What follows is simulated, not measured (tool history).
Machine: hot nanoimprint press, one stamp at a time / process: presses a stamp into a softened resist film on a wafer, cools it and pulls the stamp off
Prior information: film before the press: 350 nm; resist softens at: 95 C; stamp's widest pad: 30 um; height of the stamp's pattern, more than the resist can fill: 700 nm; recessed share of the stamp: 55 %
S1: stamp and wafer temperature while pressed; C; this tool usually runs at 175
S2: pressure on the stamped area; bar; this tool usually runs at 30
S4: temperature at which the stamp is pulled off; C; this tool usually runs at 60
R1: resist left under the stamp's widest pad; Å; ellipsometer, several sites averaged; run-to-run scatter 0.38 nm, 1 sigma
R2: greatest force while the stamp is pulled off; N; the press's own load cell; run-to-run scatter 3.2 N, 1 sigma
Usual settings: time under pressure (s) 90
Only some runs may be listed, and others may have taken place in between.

Run 1, hour 0: usual settings. Result: R1 1431 Å, R2 159 N.
Run 2, hour 6.7: usual settings. Result: R1 1433 Å, R2 153 N.
Run 3, hour 18.5: usual settings but time under pressure (s) 89. Result: R1 1443 Å, R2 153 N.
Run 4, hour 32.6: usual settings. Result: R1 1435 Å, R2 159 N.
Run 5, hour 47.2: usual settings but time under pressure (s) 52. Result: R1 1761 Å, R2 155 N.
Run 6, hour 59.2: usual settings but time under pressure (s) 145. Result: R1 1180 Å, R2 153 N.
Run 7, hour 66.5: usual settings but time under pressure (s) 145. Result: R1 1186 Å, R2 160 N.
Run 8, hour 73.5: usual settings but time under pressure (s) 145. Result: R1 1178 Å, R2 151 N.
Run 9, hour 80.5: usual settings but S4 58 C. Result: R1 1440 Å, R2 159 N.
Run 10, hour 93: usual settings but S4 58 C. Result: R1 1442 Å, R2 161 N.
Run 11, hour 103.9: usual settings but S4 58 C. Result: R1 1440 Å, R2 157 N.
Run 12, hour 116: usual settings. Result: R1 1444 Å, R2 162 N.
Run 13, hour 131.5: usual settings. Result: R1 1445 Å, R2 155 N.
Run 14, hour 139.6: usual settings. Result: R1 1444 Å, R2 154 N.
Run 15, hour 146.3: usual settings. Result: R1 1444 Å, R2 155 N.
Run 16, hour 158.5: usual settings but S1 164 C, S2 22.6 bar. Result: R1 2151 Å, R2 153 N.
Run 17, hour 166.3: usual settings but S1 182 C, S2 22.6 bar, time under pressure (s) 122, S4 52 C. Result: R1 1210 Å, R2 179 N.
Run 18, hour 175.1: usual settings but S1 182 C, S2 22.6 bar, time under pressure (s) 122, S4 52 C. Result: R1 1210 Å, R2 175 N.
Run 19, hour 183.2: usual settings but S1 186 C, S4 46 C. Result: R1 1080 Å, R2 184 N.
Run 20, hour 197: usual settings but S1 184 C, time under pressure (s) 67, S4 46 C. Result: R1 1297 Å, R2 192 N.
Run 21, hour 206.8: usual settings but S1 184 C, time under pressure (s) 67, S4 46 C. Result: R1 1293 Å, R2 194 N.
At hour 214.6: stamp cleaned and given a new release coat.
Run 22, hour 224.4: usual settings but S1 180 C, S2 43.6 bar, time under pressure (s) 84. Result: R1 1092 Å, R2 158 N.
Run 23, hour 235.4: usual settings but S1 184 C, time under pressure (s) 124, S4 47 C. Result: R1 997 Å, R2 191 N.
Run 24, hour 246.7: usual settings but S1 184 C, time under pressure (s) 124, S4 47 C. Result: R1 1000 Å, R2 183 N.
Run 25, hour 261.7: usual settings but S1 181 C, time under pressure (s) 61, S4 49 C. Result: R1 1452 Å, R2 189 N.
Run 26, hour 269.7: usual settings but S1 181 C, time under pressure (s) 61, S4 49 C. Result: R1 1455 Å, R2 178 N.
Run 27, hour 278.3: usual settings but S2 33.9 bar, time under pressure (s) 65, S4 53 C. Result: R1 1561 Å, R2 168 N.
Run 28, hour 292.5: usual settings but S2 35.5 bar, time under pressure (s) 65, S4 53 C. Result: R1 1538 Å, R2 166 N.
Run 29, hour 306.2: usual settings but S2 33.4 bar. Result: R1 1390 Å, R2 152 N.

Below are 4 alternative next runs, each starting from the tool's condition after run 29. Predict each:
Run A, hour 316.5: usual settings but S1 170 C, S2 33.4 bar, time under pressure (s) 54, S4 49 C. Result: R1 ?, R2 ?.
Run B, hour 316.5: usual settings but S1 178 C. Result: R1 ?, R2 ?.
Run C, hour 316.5: usual settings but S2 26.5 bar. Result: R1 ?, R2 ?.
Run D, hour 316.5: usual settings but S2 33.4 bar, time under pressure (s) 113, S4 52 C. Result: R1 ?, R2 ?.

run    R1   R2
  A  1922  171
  B  1344  157
  C  1540  153
  D  1264  177
The same runs, with their run-to-run variation unchanged, on a tool lacking any hidden condition would have given:
run    R1   R2
  A  1889  171
  B  1321  157
  C  1513  153
  D  1241  176
